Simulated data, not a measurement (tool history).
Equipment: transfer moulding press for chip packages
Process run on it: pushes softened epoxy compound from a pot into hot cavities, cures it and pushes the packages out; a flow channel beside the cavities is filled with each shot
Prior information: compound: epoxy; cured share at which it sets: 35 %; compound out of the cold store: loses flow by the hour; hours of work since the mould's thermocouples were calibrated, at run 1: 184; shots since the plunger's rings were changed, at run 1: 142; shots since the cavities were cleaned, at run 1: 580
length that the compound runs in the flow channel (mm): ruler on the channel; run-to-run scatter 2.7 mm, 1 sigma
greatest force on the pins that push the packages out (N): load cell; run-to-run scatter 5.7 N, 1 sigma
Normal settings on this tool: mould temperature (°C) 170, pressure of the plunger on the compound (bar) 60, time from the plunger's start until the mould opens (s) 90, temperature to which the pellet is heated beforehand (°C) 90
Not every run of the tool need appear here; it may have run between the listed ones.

run,hour,mould temperature (°C),pressure of the plunger on the compound (bar),time from the plunger's start until the mould opens (s),temperature to which the pellet is heated beforehand (°C),hours of work since the mould's thermocouples were calibrated,shots since the plunger's rings were changed,shots since the cavities were cleaned,incoming compound's hours out of the cold store,length that the compound runs in the flow channel (mm),greatest force on the pins that push the packages out (N)
1,0,170,60,90,90,184,142,580,40,788,378
# hour 30: cavities cleaned with cleaning compound and waxed
2,50,170,60,90,90,212,695,229,32,799,278
# hour 108.7: cavities cleaned with cleaning compound and waxed
3,112.7,170,60,90,90,247,1392,46,42,767,222
4,153.8,170,60,90,90,270,1860,514,35,776,382
# hour 189.2: cavities cleaned with cleaning compound and waxed
5,226.9,170,60,90,94,312,2676,430,34.8,768,352
# hour 270.1: cavities cleaned with cleaning compound and waxed
6,307.8,170,60,90,94,357,3581,429,8.4,815,350
# hour 340.5: mould's thermocouples calibrated
# hour 357.9: cavities cleaned with cleaning compound and waxed
# hour 392.1: plunger's sealing rings changed
7,406.2,170,60,90,94,35,161,522,42,783,367
# hour 439.5: cavities cleaned with cleaning compound and waxed
8,463.9,170,60,72,90,68,801,278,23.5,809,433
# hour 517.9: cavities cleaned with cleaning compound and waxed
9,534.4,170,60,72,90,107,1588,189,10.3,835,391
# hour 603.8: cavities cleaned with cleaning compound and waxed
10,604.2,170,60,72,90,147,2365,4,17.1,807,306
# hour 683.5: cavities cleaned with cleaning compound and waxed
11,683.9,170,60,72,90,192,3257,4,44,741,277
# hour 767.1: cavities cleaned with cleaning compound and waxed
12,777.4,170,60,72,90,244,4305,117,28.3,764,352
# hour 795.9: plunger's sealing rings changed
13,836.1,167,60,72,90,277,459,758,32.2,817,699
# hour 850.5: cavities cleaned with cleaning compound and waxed
14,909.4,167,60,72,90,318,1277,671,18.5,839,730
# hour 934.6: cavities cleaned with cleaning compound and waxed
15,950.5,170,60,88,90,341,1728,181,18.4,816,276
16,990.4,170,63.5,90,89,364,2183,636,40.6,782,367
# hour 1011.8: mould's thermocouples calibrated
# hour 1020.7: cavities cleaned with cleaning compound and waxed
17,1049.8,169,65.1,90,90,21,2820,331,47.1,774,300
18,1096.7,169,47.6,102,87,48,3355,866,24.5,695,366
# hour 1102.3: cavities cleaned with cleaning compound and waxed
19,1137.4,177,61.5,95,86,70,3801,400,34.3,734,291
# hour 1185.2: cavities cleaned with cleaning compound and waxed
# hour 1206.6: plunger's sealing rings changed
20,1208.7,162,62.7,95,93,109,24,240,15,903,461
# hour 1270: cavities cleaned with cleaning compound and waxed
21,1276.7,170,57.8,95,94,147,781,75,18.7,809,219
22,1320,171,56.4,123,81,172,1275,569,39.8,749,340
# hour 1352.9: cavities cleaned with cleaning compound and waxed
23,1397.7,170,64.1,90,85,216,2143,510,10.4,856,364
# hour 1433: cavities cleaned with cleaning compound and waxed
24,1454.7,170,64.1,90,85,248,2776,247,14.1,838,292
25,1507.5,177,45.4,107,85,278,3378,849,21.8,655,359

Consider 3 possible next runs. They are alternatives, not a sequence: every one starts from the tool as it was left by run 25. What does each give?
# hour 1513.3: cavities cleaned with cleaning compound and waxed
A,1589.4,177,45.4,100,85,325,4294,868,32.2,?,?
# hour 1513.3: cavities cleaned with cleaning compound and waxed
B,1589.4,177,45.4,107,86,325,4294,868,17.3,?,?
# hour 1513.3: cavities cleaned with cleaning compound and waxed
C,1589.4,177,45.4,83,83,325,4294,868,17,?,?

run,length that the compound runs in the flow channel (mm),greatest force on the pins that push the packages out (N)
A,627,361
B,649,362
C,655,366
With the hidden condition removed and each run's random variation left untouched, the same runs would have given:
run,length that the compound runs in the flow channel (mm),greatest force on the pins that push the packages out (N)
A,673,172
B,696,175
C,703,178

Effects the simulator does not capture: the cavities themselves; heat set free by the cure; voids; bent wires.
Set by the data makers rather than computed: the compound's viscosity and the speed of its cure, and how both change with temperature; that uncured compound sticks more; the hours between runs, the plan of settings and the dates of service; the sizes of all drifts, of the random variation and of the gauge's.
